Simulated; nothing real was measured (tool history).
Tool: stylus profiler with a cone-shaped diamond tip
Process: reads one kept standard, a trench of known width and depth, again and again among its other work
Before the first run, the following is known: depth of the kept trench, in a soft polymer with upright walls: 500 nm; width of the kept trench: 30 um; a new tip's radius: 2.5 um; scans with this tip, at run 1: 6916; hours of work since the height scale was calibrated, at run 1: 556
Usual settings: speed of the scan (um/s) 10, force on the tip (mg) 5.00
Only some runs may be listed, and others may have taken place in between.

| run | day | speed of the scan (um/s) | force on the tip (mg) | scans with this tip | hours of work since the height scale was calibrated | depth of the trench (angstrom) | width of the trench's floor (um) |
|---|---|---|---|---|---|---|---|
| 1 | 0.000 | 10 | 5.00 | 6916 | 556 | 5064.7 | 26.57 |
| 2 | 1.617 | 10 | 4.40 | 7247 | 583 | 5059.5 | 26.53 |
| 3 | 2.550 | 10 | 4.40 | 7438 | 598 | 5061.1 | 26.49 |
| 4 | 3.383 | 10 | 5.00 | 7607 | 612 | 5063.8 | 26.50 |
| 5 | 4.462 | 10 | 5.00 | 7829 | 630 | 5065.8 | 26.48 |
| 6 | 6.154 | 10 | 5.00 | 8174 | 658 | 5064.7 | 26.49 |
| 7 | 7.017 | 10 | 8.12 | 8350 | 672 | 5089.5 | 26.50 |
| 8 | 8.071 | 36 | 5.00 | 8566 | 689 | 5063.4 | 26.41 |
| 9 | 9.821 | 36 | 5.00 | 8924 | 718 | 5064.4 | 26.35 |
| 10 | 10.846 | 10 | 6.07 | 9133 | 735 | 5074.0 | 26.40 |
| 11 | 11.758 | 10 | 5.00 | 9320 | 750 | 5069.3 | 26.36 |
| 12 | 13.246 | 10 | 5.00 | 9624 | 774 | 5066.3 | 26.43 |
| 13 | 14.592 | 10 | 5.00 | 9900 | 796 | 5066.0 | 26.41 |
| 14 | 15.692 | 10 | 13.52 | 10124 | 815 | 5124.7 | 26.36 |
|  | 15.804 | height scale calibrated on a step standard |
| 15 | 16.767 | 10 | 13.52 | 10339 | 16 | 5128.9 | 26.38 |
| 16 | 17.567 | 10 | 13.52 | 10503 | 29 | 5128.1 | 26.34 |
| 17 | 19.179 | 8 | 5.00 | 10833 | 56 | 5069.1 | 26.32 |
| 18 | 20.671 | 20 | 5.00 | 11138 | 80 | 5068.6 | 26.32 |
|  | 21.417 | height scale calibrated on a step standard, once more |
| 19 | 22.142 | 10 | 5.00 | 11434 | 12 | 5063.9 | 26.30 |
| 20 | 23.000 | 10 | 5.00 | 11610 | 26 | 5063.1 | 26.30 |
| 21 | 24.467 | 4 | 5.00 | 11910 | 50 | 5063.7 | 26.25 |
| 22 | 26.146 | 4 | 5.00 | 12253 | 78 | 5062.4 | 26.29 |
| 23 | 27.300 | 10 | 5.00 | 12489 | 97 | 5064.8 | 26.22 |
| 24 | 28.567 | 15 | 2.26 | 12748 | 118 | 5039.1 | 26.21 |
| 25 | 29.788 | 22 | 5.00 | 12998 | 138 | 5065.3 | 26.17 |
| 26 | 30.596 | 15 | 8.29 | 13163 | 151 | 5089.0 | 26.19 |
| 27 | 31.338 | 4 | 12.48 | 13315 | 163 | 5117.4 | 26.23 |
| 28 | 32.542 | 25 | 6.75 | 13561 | 183 | 5078.4 | 26.13 |
| 29 | 33.362 | 25 | 6.75 | 13729 | 196 | 5078.2 | 26.16 |
| 30 | 34.717 | 25 | 6.75 | 14005 | 219 | 5080.4 | 26.14 |
| 31 | 35.617 | 25 | 6.75 | 14189 | 234 | 5078.5 | 26.16 |
| 32 | 36.675 | 10 | 7.88 | 14406 | 251 | 5087.1 | 26.15 |
| 33 | 37.508 | 10 | 7.88 | 14576 | 265 | 5086.1 | 26.14 |
| 34 | 38.504 | 29 | 4.20 | 14780 | 281 | 5058.1 | 26.02 |
| 35 | 40.225 | 29 | 4.20 | 15132 | 309 | 5058.8 | 26.07 |
| 36 | 40.988 | 29 | 4.20 | 15288 | 322 | 5058.2 | 25.99 |
| 37 | 42.358 | 2 | 2.49 | 15568 | 344 | 5042.2 | 26.13 |
| 38 | 44.125 | 7 | 3.44 | 15929 | 374 | 5052.1 | 26.07 |
| 39 | 45.467 | 7 | 3.44 | 16204 | 396 | 5053.5 | 26.09 |
| 40 | 47.046 | 35 | 10.04 | 16526 | 422 | 5104.5 | 25.99 |
| 41 | 48.071 | 17 | 10.04 | 16736 | 438 | 5104.3 | 25.99 |
| 42 | 49.321 | 10 | 1.88 | 16991 | 459 | 5037.6 | 25.95 |
| 43 | 50.288 | 10 | 14.76 | 17189 | 475 | 5134.5 | 25.97 |
| 44 | 51.104 | 10 | 14.76 | 17356 | 488 | 5132.5 | 26.03 |
| 45 | 52.796 | 10 | 14.76 | 17702 | 516 | 5133.9 | 26.01 |
| 46 | 53.996 | 10 | 14.76 | 17948 | 536 | 5131.6 | 25.94 |

Same runs, no hidden state in the tool, same run-to-run variation:
Hidden state present: radius of the tip, um; height scale over the true one, %; drift of the gauge itself on depth_nm, %; drift of the gauge itself on floor_um, %.
| run | depth of the trench (angstrom) | width of the trench's floor (um) |
|---|---|---|
| 1 | 5062.0 | 27.00 |
| 2 | 5056.7 | 26.98 |
| 3 | 5058.1 | 26.95 |
| 4 | 5060.8 | 26.97 |
| 5 | 5062.6 | 26.96 |
| 6 | 5061.3 | 26.99 |
| 7 | 5085.9 | 27.01 |
| 8 | 5059.7 | 26.93 |
| 9 | 5060.5 | 26.89 |
| 10 | 5070.0 | 26.95 |
| 11 | 5065.1 | 26.92 |
| 12 | 5061.9 | 27.02 |
| 13 | 5061.4 | 27.01 |
| 14 | 5120.0 | 26.97 |
| 15 | 5121.9 | 27.00 |
| 16 | 5121.0 | 26.97 |
| 17 | 5061.9 | 26.97 |
| 18 | 5061.2 | 26.98 |
| 19 | 5062.0 | 26.98 |
| 20 | 5061.1 | 26.99 |
| 21 | 5061.6 | 26.96 |
| 22 | 5060.1 | 27.01 |
| 23 | 5062.3 | 26.96 |
| 24 | 5036.4 | 26.97 |
| 25 | 5062.5 | 26.93 |
| 26 | 5086.0 | 26.96 |
| 27 | 5114.3 | 27.01 |
| 28 | 5075.2 | 26.93 |
| 29 | 5074.9 | 26.97 |
| 30 | 5076.9 | 26.96 |
| 31 | 5074.9 | 26.99 |
| 32 | 5083.3 | 26.99 |
| 33 | 5082.3 | 26.99 |
| 34 | 5054.2 | 26.88 |
| 35 | 5054.6 | 26.94 |
| 36 | 5053.9 | 26.88 |
| 37 | 5037.7 | 27.03 |
| 38 | 5047.4 | 26.99 |
| 39 | 5048.7 | 27.02 |
| 40 | 5099.3 | 26.95 |
| 41 | 5099.0 | 26.96 |
| 42 | 5032.3 | 26.93 |
| 43 | 5128.9 | 26.96 |
| 44 | 5126.8 | 27.02 |
| 45 | 5128.0 | 27.02 |
| 46 | 5125.6 | 26.96 |

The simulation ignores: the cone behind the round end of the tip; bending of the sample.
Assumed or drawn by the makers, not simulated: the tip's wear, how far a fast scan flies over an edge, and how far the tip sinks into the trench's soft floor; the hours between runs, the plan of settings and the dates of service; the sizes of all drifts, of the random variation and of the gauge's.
